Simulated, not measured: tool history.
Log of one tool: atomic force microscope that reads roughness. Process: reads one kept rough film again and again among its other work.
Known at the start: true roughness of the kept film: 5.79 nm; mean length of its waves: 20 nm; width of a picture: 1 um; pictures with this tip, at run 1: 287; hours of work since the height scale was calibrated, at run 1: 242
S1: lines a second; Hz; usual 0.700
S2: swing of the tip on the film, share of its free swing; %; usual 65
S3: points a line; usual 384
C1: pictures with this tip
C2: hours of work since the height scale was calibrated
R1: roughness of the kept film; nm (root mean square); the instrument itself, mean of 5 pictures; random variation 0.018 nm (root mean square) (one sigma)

Run 1, hour 0.0: usual settings; C1 287; C2 242. Result: R1 2.682 nm (root mean square).
At hour 15.1: new tip fitted.
Run 2, hour 20.7: usual settings; C1 8; C2 254. Result: R1 4.246 nm (root mean square).
Run 3, hour 43.2: usual settings; C1 40; C2 267. Result: R1 3.963 nm (root mean square).
Run 4, hour 53.9: usual settings; C1 55; C2 274. Result: R1 3.795 nm (root mean square).
Run 5, hour 67.5: usual settings; C1 73; C2 282. Result: R1 3.630 nm (root mean square).
Run 6, hour 90.7: usual settings but S3 924; C1 106; C2 295. Result: R1 3.428 nm (root mean square).
Run 7, hour 107.2: usual settings but S3 924; C1 129; C2 305. Result: R1 3.301 nm (root mean square).
Run 8, hour 125.4: usual settings but S3 924; C1 154; C2 316. Result: R1 3.143 nm (root mean square).
Run 9, hour 146.7: usual settings; C1 184; C2 328. Result: R1 2.938 nm (root mean square).
Run 10, hour 162.1: usual settings; C1 205; C2 337. Result: R1 2.859 nm (root mean square).
Run 11, hour 179.0: usual settings but S2 70 %; C1 229; C2 347. Result: R1 2.704 nm (root mean square).
Run 12, hour 191.6: usual settings but S2 70 %; C1 246; C2 355. Result: R1 2.642 nm (root mean square).
Run 13, hour 209.0: usual settings but S2 70 %; C1 270; C2 365. Result: R1 2.553 nm (root mean square).
Run 14, hour 226.8: usual settings but S2 70 %; C1 295; C2 376. Result: R1 2.438 nm (root mean square).
At hour 236.6: new tip fitted.
Run 15, hour 248.2: usual settings but S2 70 %; C1 16; C2 388. Result: R1 4.078 nm (root mean square).
Run 16, hour 262.2: usual settings; C1 36; C2 396. Result: R1 3.897 nm (root mean square).
Run 17, hour 280.0: usual settings but S3 333; C1 61; C2 407. Result: R1 3.680 nm (root mean square).
Run 18, hour 298.9: usual settings but S3 333; C1 87; C2 418. Result: R1 3.491 nm (root mean square).
Run 19, hour 308.4: usual settings but S3 333; C1 100; C2 423. Result: R1 3.436 nm (root mean square).
Run 20, hour 321.1: usual settings but S3 333; C1 118; C2 431. Result: R1 3.326 nm (root mean square).
Run 21, hour 335.0: usual settings but S3 458; C1 137; C2 439. Result: R1 3.216 nm (root mean square).
Run 22, hour 344.6: usual settings but S3 458; C1 150; C2 445. Result: R1 3.174 nm (root mean square).
Run 23, hour 366.2: usual settings but S3 458; C1 180; C2 457. Result: R1 2.989 nm (root mean square).
Run 24, hour 380.1: usual settings but S3 458; C1 200; C2 466. Result: R1 2.912 nm (root mean square).
Run 25, hour 389.7: usual settings but S3 458; C1 213; C2 471. Result: R1 2.868 nm (root mean square).
Run 26, hour 411.7: usual settings but S3 458; C1 244; C2 484. Result: R1 2.730 nm (root mean square).
Run 27, hour 424.2: usual settings but S1 2.059 Hz, S2 88 %, S3 494; C1 261; C2 492. Result: R1 2.229 nm (root mean square).
At hour 427.3: height scale calibrated on a step standard.
Run 28, hour 446.5: usual settings but S1 1.510 Hz, S2 66 %, S3 461; C1 291; C2 11. Result: R1 2.462 nm (root mean square).
At hour 459.3: new tip fitted.
Run 29, hour 465.1: usual settings but S1 2.946 Hz, S2 63 %, S3 813; C1 8; C2 22. Result: R1 3.951 nm (root mean square).
Run 30, hour 478.6: usual settings but S2 69 %, S3 504; C1 27; C2 30. Result: R1 3.973 nm (root mean square).
Run 31, hour 493.2: usual settings but S1 0.853 Hz, S2 75 %, S3 365; C1 47; C2 39. Result: R1 3.688 nm (root mean square).
Run 32, hour 503.9: usual settings but S1 0.853 Hz, S2 59 %, S3 338; C1 62; C2 45. Result: R1 3.690 nm (root mean square).
Run 33, hour 514.5: usual settings but S1 1.163 Hz, S2 67 %; C1 77; C2 51. Result: R1 3.498 nm (root mean square).
Run 34, hour 533.8: usual settings but S1 1.163 Hz, S2 61 %, S3 340; C1 104; C2 63. Result: R1 3.311 nm (root mean square).
Run 35, hour 549.1: usual settings but S1 1.163 Hz, S2 61 %, S3 340; C1 125; C2 72. Result: R1 3.185 nm (root mean square).
At hour 555.1: height scale calibrated on a step standard, once more.
Run 36, hour 573.1: usual settings but S1 1.163 Hz, S2 61 %, S3 340; C1 157; C2 11. Result: R1 3.021 nm (root mean square).

Forecast run 37:
Run 37, hour 591.9: usual settings but S3 472; C1 183; C2 22. Result: R1 ?.

{"run 37": {"R1": 2.923}}
Without the tool's hidden state the same run would have given R1 4.320 nm (root mean square).

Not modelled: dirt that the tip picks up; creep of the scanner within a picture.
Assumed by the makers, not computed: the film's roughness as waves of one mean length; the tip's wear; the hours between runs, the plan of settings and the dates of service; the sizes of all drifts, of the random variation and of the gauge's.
